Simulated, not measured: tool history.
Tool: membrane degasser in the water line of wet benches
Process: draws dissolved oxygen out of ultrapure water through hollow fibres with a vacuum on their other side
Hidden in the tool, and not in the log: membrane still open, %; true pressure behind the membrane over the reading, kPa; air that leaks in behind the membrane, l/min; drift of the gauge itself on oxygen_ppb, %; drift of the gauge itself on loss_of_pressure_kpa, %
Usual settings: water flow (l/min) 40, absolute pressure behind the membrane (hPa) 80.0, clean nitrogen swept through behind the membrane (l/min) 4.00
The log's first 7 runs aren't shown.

run,day,water flow (l/min),absolute pressure behind the membrane (hPa),clean nitrogen swept through behind the membrane (l/min),hours since the membrane was changed,hours since the vacuum gauge was calibrated,hours since the vacuum lines were made tight,dissolved oxygen in the water behind the degasser (ppb),pressure that the water loses in the fibres (hPa)
8,45.588,40,80.0,4.00,9009,5827,4666,275.7,691.5
9,54.158,40,80.0,4.00,9214,6033,4872,279.1,692.3
10,60.175,40,58.4,4.00,9359,6177,5016,231.0,693.7
11,68.621,39,80.0,4.00,9561,6380,5219,266.5,677.2
# day 71.508: vacuum gauge calibrated
12,77.062,39,80.0,4.00,9763,133,5421,263.6,676.5
13,81.021,26,80.0,4.00,9858,228,5516,107.3,451.1
14,87.338,40,80.0,4.00,10010,380,5668,280.5,694.0
15,91.750,40,80.0,4.00,10116,486,5774,280.2,697.8
16,99.446,40,80.0,4.00,10301,670,5958,276.3,698.8
17,105.100,40,80.0,4.00,10436,806,6094,282.5,700.7
18,113.267,40,80.0,4.00,10632,1002,6290,283.0,705.8
19,121.596,39,117.2,2.16,10832,1202,6490,484.4,683.7
20,127.996,39,117.2,2.16,10986,1356,6644,493.5,688.6
21,136.258,54,67.0,10.58,11184,1554,6842,458.1,949.5
# day 137.346: seals of the vacuum lines changed
22,140.050,54,67.0,10.58,11273,1643,65,455.6,954.8
23,144.233,32,64.9,1.90,11374,1743,165,210.6,567.0
24,152.542,32,64.9,1.90,11573,1943,365,206.2,565.5
25,157.283,32,64.9,1.90,11687,2057,479,209.6,566.2
26,161.242,40,80.0,6.05,11782,2152,574,255.1,706.7
27,169.371,40,80.0,6.05,11977,2347,769,256.4,707.2
28,174.733,58,103.3,10.02,12106,2475,897,578.8,1025.6
29,181.883,40,80.0,6.12,12277,2647,1069,258.5,710.9

Run 30 comes next. What will it give?
30,189.200,42,80.0,6.12,12453,2823,1245,?,?

dissolved oxygen in the water behind the degasser (ppb): 294.3
pressure that the water loses in the fibres (hPa): 748.7
Without the tool's hidden state the same run would have given dissolved oxygen in the water behind the degasser (ppb) 226.4, pressure that the water loses in the fibres (hPa) 681.4.
